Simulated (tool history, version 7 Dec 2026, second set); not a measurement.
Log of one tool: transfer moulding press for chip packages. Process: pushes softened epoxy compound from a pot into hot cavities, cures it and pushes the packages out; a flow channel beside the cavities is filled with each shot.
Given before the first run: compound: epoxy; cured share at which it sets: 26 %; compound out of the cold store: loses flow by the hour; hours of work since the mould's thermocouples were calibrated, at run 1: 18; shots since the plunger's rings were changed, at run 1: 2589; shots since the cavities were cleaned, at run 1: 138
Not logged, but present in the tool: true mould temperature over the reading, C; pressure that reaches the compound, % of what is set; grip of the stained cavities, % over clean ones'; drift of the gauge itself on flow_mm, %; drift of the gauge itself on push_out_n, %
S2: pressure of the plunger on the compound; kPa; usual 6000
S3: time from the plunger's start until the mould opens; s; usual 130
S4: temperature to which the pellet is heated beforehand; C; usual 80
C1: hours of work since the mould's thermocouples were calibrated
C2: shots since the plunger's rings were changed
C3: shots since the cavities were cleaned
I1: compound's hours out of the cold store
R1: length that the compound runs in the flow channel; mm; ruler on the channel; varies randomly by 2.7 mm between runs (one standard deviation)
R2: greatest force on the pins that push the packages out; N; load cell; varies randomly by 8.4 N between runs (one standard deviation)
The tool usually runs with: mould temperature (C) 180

{"run": 1, "day": 0.0, "mould temperature (C)": 180, "S2": 6000, "S3": 130, "S4": 80, "C1": 18, "C2": 2589, "C3": 138, "I1": 18.2, "R1": 588, "R2": 471}
{"run": 2, "day": 1.862, "mould temperature (C)": 180, "S2": 6000, "S3": 130, "S4": 80, "C1": 36, "C2": 2867, "C3": 416, "I1": 39.7, "R1": 542, "R2": 540}
{"day": 2.908, "done": "cavities cleaned with cleaning compound and waxed"}
{"run": 3, "day": 4.242, "mould temperature (C)": 180, "S2": 6000, "S3": 130, "S4": 80, "C1": 58, "C2": 3212, "C3": 199, "I1": 28.4, "R1": 559, "R2": 665}
{"run": 4, "day": 5.554, "mould temperature (C)": 180, "S2": 6000, "S3": 130, "S4": 80, "C1": 71, "C2": 3407, "C3": 394, "I1": 43.4, "R1": 530, "R2": 686}
{"day": 6.692, "done": "cavities cleaned with cleaning compound and waxed"}
{"run": 5, "day": 7.221, "mould temperature (C)": 180, "S2": 6000, "S3": 130, "S4": 80, "C1": 86, "C2": 3646, "C3": 79, "I1": 24.7, "R1": 565, "R2": 427}
{"run": 6, "day": 9.817, "mould temperature (C)": 180, "S2": 6000, "S3": 130, "S4": 80, "C1": 111, "C2": 4033, "C3": 466, "I1": 11.2, "R1": 588, "R2": 610}
{"day": 10.45, "done": "plunger's sealing rings changed"}
{"day": 10.512, "done": "cavities cleaned with cleaning compound and waxed"}
{"run": 7, "day": 11.525, "mould temperature (C)": 180, "S2": 6000, "S3": 130, "S4": 80, "C1": 126, "C2": 151, "C3": 151, "I1": 25.3, "R1": 593, "R2": 463}
{"run": 8, "day": 13.688, "mould temperature (C)": 180, "S2": 6000, "S3": 130, "S4": 80, "C1": 147, "C2": 473, "C3": 473, "I1": 10.8, "R1": 626, "R2": 582}
{"day": 14.392, "done": "cavities cleaned with cleaning compound and waxed, once more"}
{"run": 9, "day": 16.092, "mould temperature (C)": 180, "S2": 6000, "S3": 130, "S4": 80, "C1": 170, "C2": 822, "C3": 254, "I1": 46.9, "R1": 544, "R2": 509}
{"run": 10, "day": 17.221, "mould temperature (C)": 180, "S2": 6000, "S3": 130, "S4": 80, "C1": 181, "C2": 990, "C3": 422, "I1": 25.1, "R1": 583, "R2": 554}
{"day": 18.333, "done": "cavities cleaned with cleaning compound and waxed"}
{"run": 11, "day": 19.308, "mould temperature (C)": 180, "S2": 6000, "S3": 130, "S4": 80, "C1": 200, "C2": 1292, "C3": 146, "I1": 40.3, "R1": 546, "R2": 456}
{"run": 12, "day": 21.25, "mould temperature (C)": 180, "S2": 6000, "S3": 130, "S4": 80, "C1": 219, "C2": 1581, "C3": 435, "I1": 43.7, "R1": 542, "R2": 570}
{"day": 22.212, "done": "cavities cleaned with cleaning compound and waxed"}
{"run": 13, "day": 23.188, "mould temperature (C)": 180, "S2": 6000, "S3": 130, "S4": 80, "C1": 237, "C2": 1860, "C3": 145, "I1": 22.1, "R1": 584, "R2": 473}
{"run": 14, "day": 25.183, "mould temperature (C)": 180, "S2": 6000, "S3": 130, "S4": 80, "C1": 256, "C2": 2157, "C3": 442, "I1": 22.1, "R1": 582, "R2": 569}
{"day": 26.038, "done": "cavities cleaned with cleaning compound and waxed"}
{"run": 15, "day": 27.662, "mould temperature (C)": 180, "S2": 5900, "S3": 130, "S4": 80, "C1": 280, "C2": 2518, "C3": 242, "I1": 31.0, "R1": 552, "R2": 477}
{"run": 16, "day": 29.088, "mould temperature (C)": 173, "S2": 6850, "S3": 130, "S4": 80, "C1": 294, "C2": 2730, "C3": 454, "I1": 47.0, "R1": 591, "R2": 829}
{"day": 29.796, "done": "cavities cleaned with cleaning compound and waxed"}
{"run": 17, "day": 31.708, "mould temperature (C)": 173, "S2": 6850, "S3": 130, "S4": 80, "C1": 318, "C2": 3111, "C3": 285, "I1": 27.7, "R1": 618, "R2": 775}
{"day": 33.588, "done": "cavities cleaned with cleaning compound and waxed"}
{"day": 34.196, "done": "mould's thermocouples calibrated"}
{"run": 18, "day": 34.375, "mould temperature (C)": 186, "S2": 5080, "S3": 130, "S4": 80, "C1": 2, "C2": 3486, "C3": 104, "I1": 29.5, "R1": 502, "R2": 383}
{"run": 19, "day": 36.817, "mould temperature (C)": 178, "S2": 5410, "S3": 144, "S4": 77, "C1": 25, "C2": 3850, "C3": 468, "I1": 30.7, "R1": 528, "R2": 565}
{"day": 37.425, "done": "cavities cleaned with cleaning compound and waxed"}
{"run": 20, "day": 38.433, "mould temperature (C)": 175, "S2": 6000, "S3": 130, "S4": 87, "C1": 40, "C2": 4081, "C3": 150, "I1": 40.5, "R1": 545, "R2": 573}
{"day": 38.683, "done": "plunger's sealing rings changed"}
{"run": 21, "day": 40.817, "mould temperature (C)": 175, "S2": 6000, "S3": 130, "S4": 87, "C1": 62, "C2": 317, "C3": 490, "I1": 40.4, "R1": 574, "R2": 728}
{"day": 41.388, "done": "cavities cleaned with cleaning compound and waxed"}
{"run": 22, "day": 42.004, "mould temperature (C)": 175, "S2": 6000, "S3": 138, "S4": 87, "C1": 73, "C2": 485, "C3": 92, "I1": 25.4, "R1": 601, "R2": 472}
{"run": 23, "day": 43.938, "mould temperature (C)": 180, "S2": 6000, "S3": 140, "S4": 74, "C1": 92, "C2": 773, "C3": 380, "I1": 24.9, "R1": 585, "R2": 507}
{"day": 45.129, "done": "cavities cleaned with cleaning compound and waxed"}
{"run": 24, "day": 46.288, "mould temperature (C)": 183, "S2": 7360, "S3": 145, "S4": 74, "C1": 114, "C2": 1113, "C3": 172, "I1": 25.8, "R1": 636, "R2": 402}
{"run": 25, "day": 47.796, "mould temperature (C)": 187, "S2": 6000, "S3": 147, "S4": 80, "C1": 129, "C2": 1338, "C3": 397, "I1": 22.4, "R1": 567, "R2": 483}
{"day": 48.95, "done": "cavities cleaned with cleaning compound and waxed"}
{"run": 26, "day": 49.346, "mould temperature (C)": 182, "S2": 6000, "S3": 147, "S4": 71, "C1": 143, "C2": 1560, "C3": 59, "I1": 28.1, "R1": 562, "R2": 367}
{"run": 27, "day": 50.721, "mould temperature (C)": 182, "S2": 6000, "S3": 147, "S4": 71, "C1": 156, "C2": 1765, "C3": 264, "I1": 29.9, "R1": 561, "R2": 435}
{"day": 52.75, "done": "cavities cleaned with cleaning compound and waxed"}
{"run": 28, "day": 52.825, "mould temperature (C)": 179, "S2": 5920, "S3": 130, "S4": 80, "C1": 176, "C2": 2069, "C3": 11, "I1": 14.7, "R1": 595, "R2": 383}
{"run": 29, "day": 54.788, "mould temperature (C)": 176, "S2": 6800, "S3": 130, "S4": 73, "C1": 195, "C2": 2361, "C3": 303, "I1": 44.1, "R1": 584, "R2": 604}

Each row is a separate what-if for the run after 29, all from the same tool condition, not one after another. Results?
{"run": "A", "day": 56.158, "mould temperature (C)": 186, "S2": 6000, "S3": 130, "S4": 80, "C1": 208, "C2": 2565, "C3": 507, "I1": 37.3, "R1": "?", "R2": "?"}
{"run": "B", "day": 56.158, "mould temperature (C)": 180, "S2": 5960, "S3": 130, "S4": 71, "C1": 208, "C2": 2565, "C3": 507, "I1": 29.0, "R1": "?", "R2": "?"}
{"run": "C", "day": 56.158, "mould temperature (C)": 185, "S2": 6000, "S3": 133, "S4": 80, "C1": 208, "C2": 2565, "C3": 507, "I1": 26.9, "R1": "?", "R2": "?"}

run=A R1=538 R2=521
run=B R1=570 R2=569
run=C R1=556 R2=500
Without the tool's hidden state the same runs would have given:
run=A R1=557 R2=337
run=B R1=590 R2=366
run=C R1=576 R2=319
